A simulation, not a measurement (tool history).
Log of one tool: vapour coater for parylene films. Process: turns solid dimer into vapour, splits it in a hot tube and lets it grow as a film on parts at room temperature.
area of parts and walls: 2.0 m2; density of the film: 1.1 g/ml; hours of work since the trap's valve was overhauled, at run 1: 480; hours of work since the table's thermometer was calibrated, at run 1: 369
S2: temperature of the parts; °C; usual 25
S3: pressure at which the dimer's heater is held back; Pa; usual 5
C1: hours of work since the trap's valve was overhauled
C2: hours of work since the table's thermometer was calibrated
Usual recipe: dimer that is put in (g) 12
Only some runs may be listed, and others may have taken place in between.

run 1 hour=0 | dimer_that_is_put_in_(g)=12 S2=25 S3=5 | C1=480 C2=369 | thickness_of_the_film_(nm)=3040
-- hour=36.6 trap's valve overhauled
run 2 hour=41.1 | dimer_that_is_put_in_(g)=5 S2=25 S3=5 | C1=2 C2=386 | thickness_of_the_film_(nm)=1420
run 3 hour=89.9 | dimer_that_is_put_in_(g)=12 S2=25 S3=5 | C1=25 C2=409 | thickness_of_the_film_(nm)=3500
run 4 hour=142.5 | dimer_that_is_put_in_(g)=12 S2=25 S3=5 | C1=50 C2=434 | thickness_of_the_film_(nm)=3460
run 5 hour=209.7 | dimer_that_is_put_in_(g)=12 S2=25 S3=5 | C1=82 C2=466 | thickness_of_the_film_(nm)=3400
run 6 hour=251.4 | dimer_that_is_put_in_(g)=12 S2=25 S3=5 | C1=101 C2=485 | thickness_of_the_film_(nm)=3320
run 7 hour=311 | dimer_that_is_put_in_(g)=12 S2=25 S3=5 | C1=129 C2=514 | thickness_of_the_film_(nm)=3420
run 8 hour=359.8 | dimer_that_is_put_in_(g)=12 S2=25 S3=5 | C1=152 C2=537 | thickness_of_the_film_(nm)=3320
run 9 hour=389.6 | dimer_that_is_put_in_(g)=12 S2=25 S3=5 | C1=167 C2=551 | thickness_of_the_film_(nm)=3290
run 10 hour=445.8 | dimer_that_is_put_in_(g)=12 S2=25 S3=5 | C1=193 C2=577 | thickness_of_the_film_(nm)=3320
run 11 hour=477.7 | dimer_that_is_put_in_(g)=12 S2=25 S3=2.27 | C1=208 C2=592 | thickness_of_the_film_(nm)=3480
-- hour=483.5 table's thermometer calibrated
run 12 hour=529 | dimer_that_is_put_in_(g)=19 S2=29 S3=2.94 | C1=232 C2=21 | thickness_of_the_film_(nm)=4890
run 13 hour=595.2 | dimer_that_is_put_in_(g)=19 S2=29 S3=2.94 | C1=263 C2=53 | thickness_of_the_film_(nm)=4940
run 14 hour=639 | dimer_that_is_put_in_(g)=12 S2=25 S3=6.91 | C1=284 C2=73 | thickness_of_the_film_(nm)=3170
run 15 hour=691.2 | dimer_that_is_put_in_(g)=20 S2=25 S3=5 | C1=308 C2=98 | thickness_of_the_film_(nm)=5200
run 16 hour=743.7 | dimer_that_is_put_in_(g)=6 S2=25 S3=2.4 | C1=333 C2=123 | thickness_of_the_film_(nm)=1620
run 17 hour=806.7 | dimer_that_is_put_in_(g)=12 S2=25 S3=5 | C1=363 C2=152 | thickness_of_the_film_(nm)=3140
run 18 hour=841.7 | dimer_that_is_put_in_(g)=6 S2=25 S3=8.03 | C1=379 C2=169 | thickness_of_the_film_(nm)=1510
-- hour=850.9 table's thermometer calibrated, once more
run 19 hour=879.7 | dimer_that_is_put_in_(g)=12 S2=25 S3=11.15 | C1=397 C2=14 | thickness_of_the_film_(nm)=2960
run 20 hour=948.1 | dimer_that_is_put_in_(g)=10 S2=25 S3=2.18 | C1=429 C2=46 | thickness_of_the_film_(nm)=2770

Across each entry between runs, compare the hidden state at the last listed run before it with the hidden state at the first listed run after it:
Logged between run 1 and run 2: trap's valve overhauled (hour 36.6)
  vapour lost through the trap's worn valve, %: 12.4 -> 0.2; true temperature of the parts over the reading, C: 0.32 -> 0.33
  measured result minus the result with no hidden state, thickness of the film (nm): -440 -> -10
Logged between run 11 and run 12: table's thermometer calibrated (hour 483.5)
  vapour lost through the trap's worn valve, %: 5.3 -> 5.9; true temperature of the parts over the reading, C: 0.46 -> 0.68
  measured result minus the result with no hidden state, thickness of the film (nm): -230 -> -390
Logged between run 18 and run 19: table's thermometer calibrated, once more (hour 850.9)
  vapour lost through the trap's worn valve, %: 9.5 -> 9.9; true temperature of the parts over the reading, C: 0.77 -> 0.08
  measured result minus the result with no hidden state, thickness of the film (nm): -190 -> -330
